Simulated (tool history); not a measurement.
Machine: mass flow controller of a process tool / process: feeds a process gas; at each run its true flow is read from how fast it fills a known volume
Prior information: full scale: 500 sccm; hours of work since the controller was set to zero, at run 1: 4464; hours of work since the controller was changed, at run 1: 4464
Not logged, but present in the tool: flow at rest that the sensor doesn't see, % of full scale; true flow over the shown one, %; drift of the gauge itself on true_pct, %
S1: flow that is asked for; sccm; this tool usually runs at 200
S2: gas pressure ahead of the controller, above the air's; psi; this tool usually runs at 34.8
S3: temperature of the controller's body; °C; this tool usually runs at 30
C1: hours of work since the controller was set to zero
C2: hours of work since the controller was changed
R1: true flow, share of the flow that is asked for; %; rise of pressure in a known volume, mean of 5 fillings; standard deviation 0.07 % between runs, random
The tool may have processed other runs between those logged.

Run 1, hour 0.0: usual settings; C1 4464; C2 4464. Result: R1 97.52 %.
Run 2, hour 222.3: usual settings; C1 4573; C2 4573. Result: R1 97.43 %.
Run 3, hour 484.7: usual settings; C1 4703; C2 4703. Result: R1 97.39 %.
Run 4, hour 691.4: usual settings but S2 23.1 psi; C1 4804; C2 4804. Result: R1 96.95 %.
Run 5, hour 978.5: usual settings but S3 27 °C; C1 4946; C2 4946. Result: R1 97.32 %.
Run 6, hour 1138.9: usual settings but S3 27 °C; C1 5025; C2 5025. Result: R1 97.36 %.
Run 7, hour 1340.2: usual settings but S1 181 sccm, S2 24.4 psi, S3 29 °C; C1 5124; C2 5124. Result: R1 96.24 %.
Run 8, hour 1601.3: usual settings but S1 309 sccm, S2 29.6 psi, S3 24 °C; C1 5252; C2 5252. Result: R1 98.42 %.
Run 9, hour 1864.6: usual settings but S1 62 sccm, S3 26 °C; C1 5382; C2 5382. Result: R1 89.37 %.
At hour 1885.9: controller's zero set anew.
Run 10, hour 2034.8: usual settings but S1 201 sccm, S2 20.7 psi, S3 31 °C; C1 73; C2 5465. Result: R1 95.49 %.
Run 11, hour 2270.5: usual settings but S2 39.3 psi, S3 34 °C; C1 189; C2 5582. Result: R1 96.33 %.
Run 12, hour 2431.4: usual settings but S2 34.1 psi, S3 39 °C; C1 269; C2 5661. Result: R1 96.25 %.

How the hidden state differs across the entries between the runs, from the last listed run before each to the first after it:
After run 9, before run 10: controller's zero set anew (hour 1885.9)
  flow at rest that the sensor doesn't see, % of full scale: -1.291 -> -1.785; true flow over the shown one, %: 1.18 -> 1.2
  measured result minus the result with no hidden state, R1: -9.23 -> -3.24 %

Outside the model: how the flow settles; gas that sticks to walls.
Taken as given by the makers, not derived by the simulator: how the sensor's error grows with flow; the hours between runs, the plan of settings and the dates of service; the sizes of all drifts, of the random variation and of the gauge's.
